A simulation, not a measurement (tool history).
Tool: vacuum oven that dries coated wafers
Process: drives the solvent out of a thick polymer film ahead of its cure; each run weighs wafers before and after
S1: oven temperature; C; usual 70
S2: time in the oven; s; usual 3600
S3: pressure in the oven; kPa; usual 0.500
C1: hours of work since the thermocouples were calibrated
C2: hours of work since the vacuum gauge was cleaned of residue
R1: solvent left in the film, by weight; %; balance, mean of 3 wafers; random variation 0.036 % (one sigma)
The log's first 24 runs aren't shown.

run   hour  S1    S2     S3   C1    C2    R1
 25  487.6  70  4440  1.078   83   939  1.36
 26  504.2  59  2100  1.078   95   950  5.07
 27  516.2  70  3840  0.500  103   959  0.80
 28  532.5  70  3840  0.500  115   970  0.79
 29  548.9  56  3300  0.518  126   982  3.25
 30  571.6  60  3600  0.797  142   998  2.68
 31  587.9  60  3600  0.797  154  1009  2.69
 32  609.1  60  6360  0.797  169  1024  1.64
 33  632.7  71  6360  1.243  185  1041  1.32
 34  656.6  82  6180  0.500  202  1058  0.35
 35  672.1  77  3060  0.500  213  1068  0.59
 36  685.6  56  5760  0.483  223  1078  1.68
 37  700.0  73  4260  0.500  233  1088  0.58
 38  725.9  84  4200  0.500  251  1106  0.30
 39  743.2  65  3960  0.500  263  1119  1.28
 40  760.6  67  2460  1.339  275  1131  3.05
 41  784.4  83  3480  0.500  292  1148  0.35
 42  809.1  83  3300  0.500  310  1165  0.40
 43  831.5  83  3300  0.905  325  1181  0.61
 44  851.2  58  5340  0.500  339  1195  1.60
 45  869.5  58  6480  0.500  352  1207  1.32
 46  885.1  58  6480  0.500  363  1218  1.37

3 ways to go on from here, each from the tool as it stands after run 46. What would each give?
  A  898.2  78  3480  0.500  372  1228   ?
  B  898.2  84  2040  0.666  372  1228   ?
  C  898.2  70  5880  0.500  372  1228   ?

run    R1
  A  0.48
  B  0.66
  C  0.57
Without the tool's hidden state the same runs would have given:
run    R1
  A  0.48
  B  0.65
  C  0.56

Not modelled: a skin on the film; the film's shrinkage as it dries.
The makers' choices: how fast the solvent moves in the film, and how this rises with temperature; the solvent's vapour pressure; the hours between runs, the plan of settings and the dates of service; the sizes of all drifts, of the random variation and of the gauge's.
